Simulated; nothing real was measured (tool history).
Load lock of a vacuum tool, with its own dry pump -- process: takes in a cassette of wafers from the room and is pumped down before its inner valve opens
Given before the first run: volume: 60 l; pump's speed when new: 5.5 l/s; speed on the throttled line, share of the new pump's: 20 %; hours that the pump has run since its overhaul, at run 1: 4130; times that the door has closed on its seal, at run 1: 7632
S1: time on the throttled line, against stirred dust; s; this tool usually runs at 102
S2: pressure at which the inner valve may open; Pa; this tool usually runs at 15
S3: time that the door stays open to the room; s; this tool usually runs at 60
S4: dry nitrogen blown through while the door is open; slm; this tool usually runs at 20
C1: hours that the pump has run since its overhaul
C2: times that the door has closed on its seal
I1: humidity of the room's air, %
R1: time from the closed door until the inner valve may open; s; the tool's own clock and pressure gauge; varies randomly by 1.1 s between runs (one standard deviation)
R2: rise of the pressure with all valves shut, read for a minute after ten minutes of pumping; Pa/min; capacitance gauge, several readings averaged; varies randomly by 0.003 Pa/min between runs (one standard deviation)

Run 1, hour 0: usual settings; C1 4130; C2 7632; I1 42.7. Result: R1 180.5 s, R2 0.057 Pa/min.
Run 2, hour 55.9: usual settings; C1 4186; C2 7743; I1 46.7. Result: R1 179 s, R2 0.061 Pa/min.
Run 3, hour 158.1: usual settings but S1 61 s; C1 4289; C2 7946; I1 42. Result: R1 147.6 s, R2 0.063 Pa/min.
Run 4, hour 256.8: usual settings but S1 73 s; C1 4387; C2 8141; I1 46.1. Result: R1 156.9 s, R2 0.067 Pa/min.
Run 5, hour 330.1: usual settings but S1 73 s; C1 4461; C2 8286; I1 43.9. Result: R1 160.1 s, R2 0.068 Pa/min.
Run 6, hour 435.3: usual settings; C1 4566; C2 8494; I1 44.1. Result: R1 182.2 s, R2 0.064 Pa/min.
Run 7, hour 520.5: usual settings; C1 4651; C2 8663; I1 44.5. Result: R1 180.5 s, R2 0.069 Pa/min.
Run 8, hour 593.7: usual settings; C1 4724; C2 8808; I1 46.5. Result: R1 182.5 s, R2 0.068 Pa/min.
Run 9, hour 681.5: usual settings; C1 4812; C2 8982; I1 41.1. Result: R1 180.1 s, R2 0.062 Pa/min.
Run 10, hour 758.6: usual settings but S4 12 slm; C1 4889; C2 9134; I1 44.5. Result: R1 178.7 s, R2 0.072 Pa/min.
Run 11, hour 824.7: usual settings but S4 12 slm; C1 4955; C2 9265; I1 45.6. Result: R1 180.9 s, R2 0.075 Pa/min.
Run 12, hour 881.3: usual settings but S4 12 slm; C1 5012; C2 9377; I1 48. Result: R1 180.1 s, R2 0.077 Pa/min.
Run 13, hour 968.8: usual settings but S4 12 slm; C1 5099; C2 9551; I1 46.4. Result: R1 179.8 s, R2 0.076 Pa/min.
Run 14, hour 1035.4: usual settings; C1 5166; C2 9683; I1 45.2. Result: R1 179.4 s, R2 0.07 Pa/min.
Run 15, hour 1116.9: usual settings; C1 5247; C2 9844; I1 49.1. Result: R1 179.9 s, R2 0.078 Pa/min.
Run 16, hour 1192.7: usual settings; C1 5323; C2 9994; I1 47.9. Result: R1 181.2 s, R2 0.074 Pa/min.
Run 17, hour 1250.6: usual settings but S4 11 slm; C1 5381; C2 10109; I1 45.7. Result: R1 179.5 s, R2 0.078 Pa/min.
Run 18, hour 1354.8: usual settings; C1 5485; C2 10315; I1 46.1. Result: R1 181.3 s, R2 0.076 Pa/min.
Run 19, hour 1422.6: usual settings but S1 97 s, S4 35 slm; C1 5553; C2 10449; I1 44.7. Result: R1 177.7 s, R2 0.069 Pa/min.
Run 20, hour 1505.9: usual settings but S1 97 s, S4 35 slm; C1 5636; C2 10614; I1 43. Result: R1 176 s, R2 0.064 Pa/min.
Run 21, hour 1584.7: usual settings but S1 97 s, S4 35 slm; C1 5715; C2 10770; I1 47.2. Result: R1 175.7 s, R2 0.067 Pa/min.
Run 22, hour 1638.8: usual settings but S1 97 s, S4 35 slm; C1 5769; C2 10877; I1 45.9. Result: R1 177.2 s, R2 0.075 Pa/min.
Run 23, hour 1713.9: usual settings but S3 45 s, S4 11 slm; C1 5844; C2 11026; I1 44.2. Result: R1 181.3 s, R2 0.077 Pa/min.
Run 24, hour 1774: usual settings but S1 58 s, S2 17 Pa, S3 217 s; C1 5904; C2 11145; I1 48.1. Result: R1 143.1 s, R2 0.105 Pa/min.
Run 25, hour 1846: usual settings but S1 70 s, S2 17 Pa, S3 107 s, S4 25 slm; C1 5976; C2 11288; I1 44.3. Result: R1 155.1 s, R2 0.08 Pa/min.
Run 26, hour 1925.9: usual settings but S2 19 Pa, S4 8 slm; C1 6056; C2 11446; I1 44.1. Result: R1 180.9 s, R2 0.095 Pa/min.
Run 27, hour 2009.3: usual settings but S2 17 Pa, S4 9 slm; C1 6140; C2 11611; I1 46.3. Result: R1 179.9 s, R2 0.087 Pa/min.
Run 28, hour 2071.5: usual settings but S1 125 s, S2 17 Pa, S3 191 s, S4 8 slm; C1 6202; C2 11734; I1 46. Result: R1 195.3 s, R2 0.127 Pa/min.
Run 29, hour 2145.4: usual settings but S1 55 s, S2 24 Pa; C1 6276; C2 11880; I1 47.4. Result: R1 137.1 s, R2 0.085 Pa/min.
Run 30, hour 2207.8: usual settings but S3 217 s; C1 6338; C2 12004; I1 46.3. Result: R1 181.8 s, R2 0.11 Pa/min.
Run 31, hour 2255.3: usual settings but S2 12 Pa, S3 101 s, S4 17 slm; C1 6386; C2 12098; I1 43.9. Result: R1 181.3 s, R2 0.094 Pa/min.
Run 32, hour 2327.3: usual settings but S2 12 Pa, S3 101 s, S4 17 slm; C1 6458; C2 12241; I1 45.1. Result: R1 183 s, R2 0.093 Pa/min.
Run 33, hour 2425.8: usual settings but S1 67 s, S2 12 Pa, S3 53 s, S4 17 slm; C1 6556; C2 12436; I1 39.6. Result: R1 156.7 s, R2 0.082 Pa/min.
Run 34, hour 2494: usual settings but S1 193 s, S2 12 Pa, S3 173 s, S4 17 slm; C1 6624; C2 12571; I1 47.2. Result: R1 256.7 s, R2 0.106 Pa/min.
Run 35, hour 2553.8: usual settings but S1 165 s, S2 12 Pa, S3 173 s, S4 17 slm; C1 6684; C2 12689; I1 44.3. Result: R1 235.1 s, R2 0.104 Pa/min.
Run 36, hour 2609.1: usual settings but S3 86 s; C1 6740; C2 12799; I1 43.9. Result: R1 183.1 s, R2 0.086 Pa/min.

What if the next run were any one of these 3? Each begins from the tool's condition after run 36:
Run A, hour 2669.3: usual settings but S1 69 s; C1 6800; C2 12918; I1 46.5. Result: R1 ?, R2 ?.
Run B, hour 2669.3: usual settings but S1 167 s, S3 86 s; C1 6800; C2 12918; I1 42.7. Result: R1 ?, R2 ?.
Run C, hour 2669.3: usual settings but S1 156 s, S3 86 s, S4 17 slm; C1 6800; C2 12918; I1 44.8. Result: R1 ?, R2 ?.

run     R1     R2
  A  155.1  0.086
  B  231.9  0.093
  C  223.7  0.102
Had the tool no hidden state, the same runs would have come out as:
run     R1     R2
  A  151.5  0.037
  B  228.9  0.045
  C  220.9  0.054
